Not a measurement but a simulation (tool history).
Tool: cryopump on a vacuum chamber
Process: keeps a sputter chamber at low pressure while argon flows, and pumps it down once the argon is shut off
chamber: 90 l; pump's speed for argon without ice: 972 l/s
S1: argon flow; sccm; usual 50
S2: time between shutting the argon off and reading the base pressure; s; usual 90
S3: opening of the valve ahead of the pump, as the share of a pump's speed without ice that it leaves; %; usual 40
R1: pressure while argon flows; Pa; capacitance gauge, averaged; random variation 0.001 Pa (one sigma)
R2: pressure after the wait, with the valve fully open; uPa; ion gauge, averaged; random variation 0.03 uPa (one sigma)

Run 1, hour 0: usual settings. Result: R1 0.2477 Pa, R2 4.16 uPa.
Run 2, hour 66.6: usual settings but S1 27 sccm. Result: R1 0.1338 Pa, R2 4.34 uPa.
Run 3, hour 142.8: usual settings but S1 27 sccm. Result: R1 0.1336 Pa, R2 4.44 uPa.
At hour 159.8: pump warmed up, emptied and cooled again.
Run 4, hour 241.4: usual settings but S1 27 sccm. Result: R1 0.1189 Pa, R2 3.74 uPa.
Run 5, hour 342.8: usual settings but S1 64 sccm. Result: R1 0.2826 Pa, R2 3.9 uPa.
Run 6, hour 437.4: usual settings but S2 104 s. Result: R1 0.2231 Pa, R2 3.74 uPa.
Run 7, hour 484.9: usual settings but S1 26 sccm. Result: R1 0.1159 Pa, R2 4.08 uPa.
Run 8, hour 555.2: usual settings but S1 26 sccm. Result: R1 0.1158 Pa, R2 4.12 uPa.
Run 9, hour 663.5: usual settings but S1 26 sccm. Result: R1 0.1174 Pa, R2 4.28 uPa.
Run 10, hour 736.3: usual settings but S1 77 sccm, S2 94 s, S3 16 %. Result: R1 0.8448 Pa, R2 4.43 uPa.
Run 11, hour 801.5: usual settings but S1 48 sccm, S2 189 s, S3 29 %. Result: R1 0.2981 Pa, R2 3.93 uPa.

5 ways to go on from here, each from the tool as it stands after run 11. What would each give?
Run A, hour 879.7: usual settings but S1 98 sccm, S2 99 s, S3 17 %. Result: R1 ?, R2 ?.
Run B, hour 879.7: usual settings but S2 45 s, S3 24 %. Result: R1 ?, R2 ?.
Run C, hour 879.7: usual settings but S1 21 sccm, S2 85 s, S3 31 %. Result: R1 ?, R2 ?.
Run D, hour 879.7: usual settings but S1 51 sccm, S2 45 s, S3 24 %. Result: R1 ?, R2 ?.
Run E, hour 879.7: usual settings but S1 32 sccm, S2 171 s. Result: R1 ?, R2 ?.

run      R1    R2
  A  1.0196  4.71
  B  0.3727  5.83
  C  0.1209  4.78
  D  0.3838   5.8
  E  0.1465  4.13
Without the tool's hidden state the same runs would have given:
run      R1    R2
  A  0.9986  1.45
  B   0.362  2.66
  C  0.1165  1.55
  D  0.3728  2.66
  E  0.1396  0.94

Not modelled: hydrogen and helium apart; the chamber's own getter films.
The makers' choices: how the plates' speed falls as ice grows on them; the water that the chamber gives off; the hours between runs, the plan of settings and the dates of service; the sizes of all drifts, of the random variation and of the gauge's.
